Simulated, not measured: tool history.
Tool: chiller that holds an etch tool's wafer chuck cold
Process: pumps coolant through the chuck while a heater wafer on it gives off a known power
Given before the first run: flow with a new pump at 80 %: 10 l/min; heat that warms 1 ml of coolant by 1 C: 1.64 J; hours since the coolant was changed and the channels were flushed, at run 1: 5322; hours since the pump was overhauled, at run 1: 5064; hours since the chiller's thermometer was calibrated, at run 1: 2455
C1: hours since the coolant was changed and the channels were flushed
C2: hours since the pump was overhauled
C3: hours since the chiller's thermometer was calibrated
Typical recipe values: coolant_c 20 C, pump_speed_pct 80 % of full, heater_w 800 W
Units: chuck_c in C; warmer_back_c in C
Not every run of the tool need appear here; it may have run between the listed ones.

Run 1, hour 0.0: usual settings; C1 5322; C2 5064; C3 2455. Result: chuck_c 25.66 C, warmer_back_c 2.94 C.
Run 2, hour 87.3: usual settings but heater_w 546 W; C1 5409; C2 5151; C3 2543. Result: chuck_c 23.96 C, warmer_back_c 2.02 C.
Run 3, hour 247.0: usual settings but heater_w 875 W; C1 5569; C2 5311; C3 2702. Result: chuck_c 26.30 C, warmer_back_c 3.24 C.
Run 4, hour 447.6: usual settings but coolant_c 21 C; C1 5769; C2 5511; C3 2903. Result: chuck_c 26.86 C, warmer_back_c 2.96 C.
Run 5, hour 586.5: usual settings but coolant_c 15 C; C1 5908; C2 5650; C3 3042. Result: chuck_c 20.87 C, warmer_back_c 3.00 C.
Run 6, hour 770.0: usual settings but coolant_c 15 C; C1 6092; C2 5834; C3 3225. Result: chuck_c 20.88 C, warmer_back_c 3.01 C.
At hour 811.5: coolant changed, channels flushed.
Run 7, hour 930.5: usual settings but coolant_c 15 C; C1 119; C2 5988; C3 3380. Result: chuck_c 20.85 C, warmer_back_c 3.05 C.
Run 8, hour 1030.1: usual settings but coolant_c 15 C; C1 219; C2 6088; C3 3480. Result: chuck_c 20.90 C, warmer_back_c 3.06 C.
Run 9, hour 1197.5: usual settings but coolant_c 15 C; C1 386; C2 6255; C3 3647. Result: chuck_c 20.94 C, warmer_back_c 3.06 C.
At hour 1311.6: coolant pump overhauled.
Run 10, hour 1367.1: usual settings; C1 551; C2 55; C3 3811. Result: chuck_c 25.75 C, warmer_back_c 3.10 C.
Run 11, hour 1567.6: usual settings; C1 751; C2 256; C3 4012. Result: chuck_c 25.76 C, warmer_back_c 3.10 C.
Run 12, hour 1668.0: usual settings; C1 852; C2 356; C3 4112. Result: chuck_c 25.79 C, warmer_back_c 3.11 C.
Run 13, hour 1773.8: usual settings; C1 957; C2 462; C3 4218. Result: chuck_c 25.89 C, warmer_back_c 3.14 C.
Run 14, hour 1854.6: usual settings but coolant_c 23 C; C1 1038; C2 543; C3 4299. Result: chuck_c 28.90 C, warmer_back_c 3.10 C.
At hour 1906.6: chiller's thermometer calibrated.
Run 15, hour 2051.0: usual settings; C1 1234; C2 738; C3 144. Result: chuck_c 25.88 C, warmer_back_c 3.15 C.
Run 16, hour 2167.9: usual settings; C1 1350; C2 855; C3 261. Result: chuck_c 25.87 C, warmer_back_c 3.20 C.
Run 17, hour 2301.4: usual settings but coolant_c 12 C, heater_w 754 W; C1 1484; C2 989; C3 395. Result: chuck_c 17.49 C, warmer_back_c 3.04 C.
Run 18, hour 2496.8: usual settings but coolant_c 12 C, heater_w 754 W; C1 1679; C2 1184; C3 590. Result: chuck_c 17.43 C, warmer_back_c 3.05 C.
Run 19, hour 2604.9: usual settings but coolant_c 12 C, heater_w 754 W; C1 1787; C2 1292; C3 698. Result: chuck_c 17.36 C, warmer_back_c 3.07 C.
Run 20, hour 2760.1: usual settings but coolant_c 24 C, pump_speed_pct 73 % of full, heater_w 622 W; C1 1943; C2 1447; C3 854. Result: chuck_c 28.91 C, warmer_back_c 2.85 C.
Run 21, hour 2856.0: usual settings but pump_speed_pct 98 % of full; C1 2039; C2 1543; C3 949. Result: chuck_c 24.89 C, warmer_back_c 2.68 C.
Run 22, hour 3017.3: usual settings but coolant_c 15 C, pump_speed_pct 70 % of full, heater_w 421 W; C1 2200; C2 1705; C3 1111. Result: chuck_c 18.46 C, warmer_back_c 2.15 C.
Run 23, hour 3175.3: usual settings but coolant_c 25 C, pump_speed_pct 66 % of full, heater_w 501 W; C1 2358; C2 1863; C3 1269. Result: chuck_c 29.26 C, warmer_back_c 2.61 C.
Run 24, hour 3256.3: usual settings but coolant_c 25 C, pump_speed_pct 66 % of full, heater_w 501 W; C1 2439; C2 1944; C3 1350. Result: chuck_c 29.26 C, warmer_back_c 2.61 C.
Run 25, hour 3396.8: usual settings but coolant_c 25 C, pump_speed_pct 66 % of full, heater_w 501 W; C1 2579; C2 2084; C3 1490. Result: chuck_c 29.36 C, warmer_back_c 2.67 C.
Run 26, hour 3485.6: usual settings but coolant_c 25 C, pump_speed_pct 66 % of full, heater_w 501 W; C1 2668; C2 2173; C3 1579. Result: chuck_c 29.24 C, warmer_back_c 2.67 C.
Run 27, hour 3573.5: usual settings but coolant_c 17 C, pump_speed_pct 79 % of full, heater_w 591 W; C1 2756; C2 2261; C3 1667. Result: chuck_c 21.28 C, warmer_back_c 2.60 C.
Run 28, hour 3762.7: usual settings but coolant_c 22 C, pump_speed_pct 61 % of full, heater_w 724 W; C1 2945; C2 2450; C3 1856. Result: chuck_c 28.68 C, warmer_back_c 4.01 C.
Run 29, hour 3891.7: usual settings but coolant_c 15 C, pump_speed_pct 70 % of full, heater_w 721 W; C1 3074; C2 2579; C3 1985. Result: chuck_c 20.77 C, warmer_back_c 3.50 C.
At hour 3952.4: gauge calibrated.
Run 30, hour 4053.5: usual settings but coolant_c 15 C, pump_speed_pct 70 % of full, heater_w 721 W; C1 3236; C2 2741; C3 2147. Result: chuck_c 20.91 C, warmer_back_c 3.06 C.
Run 31, hour 4169.4: usual settings but coolant_c 15 C, pump_speed_pct 68 % of full, heater_w 655 W; C1 3352; C2 2857; C3 2263. Result: chuck_c 20.41 C, warmer_back_c 2.88 C.

Difference, measured minus no-hidden-state, one row per run. Run-to-run variation is common to both terms; the gauge's own scatter need not be:
The hidden state here: heat passed by the chuck's channels, % of clean ones'; flow at a given pump speed, % of a new pump's; coolant's true temperature over the reading, C; drift of the gauge itself on chuck_c, C; drift of the gauge itself on warmer_back_c, C.
run  warmer_back_c
  1          +0.00
  2          +0.01
  3          +0.03
  4          +0.06
  5          +0.07
  6          +0.10
  7          +0.12
  8          +0.13
  9          +0.15
 10          +0.16
 11          +0.19
 12          +0.20
 13          +0.21
 14          +0.23
 15          +0.25
 16          +0.27
 17          +0.28
 18          +0.31
 19          +0.32
 20          +0.34
 21          +0.35
 22          +0.37
 23          +0.39
 24          +0.39
 25          +0.42
 26          +0.42
 27          +0.44
 28          +0.46
 29          +0.48
 30          +0.02
 31          +0.03
chuck_c without the hidden state stays within 0.02 C of what was measured, in all runs.
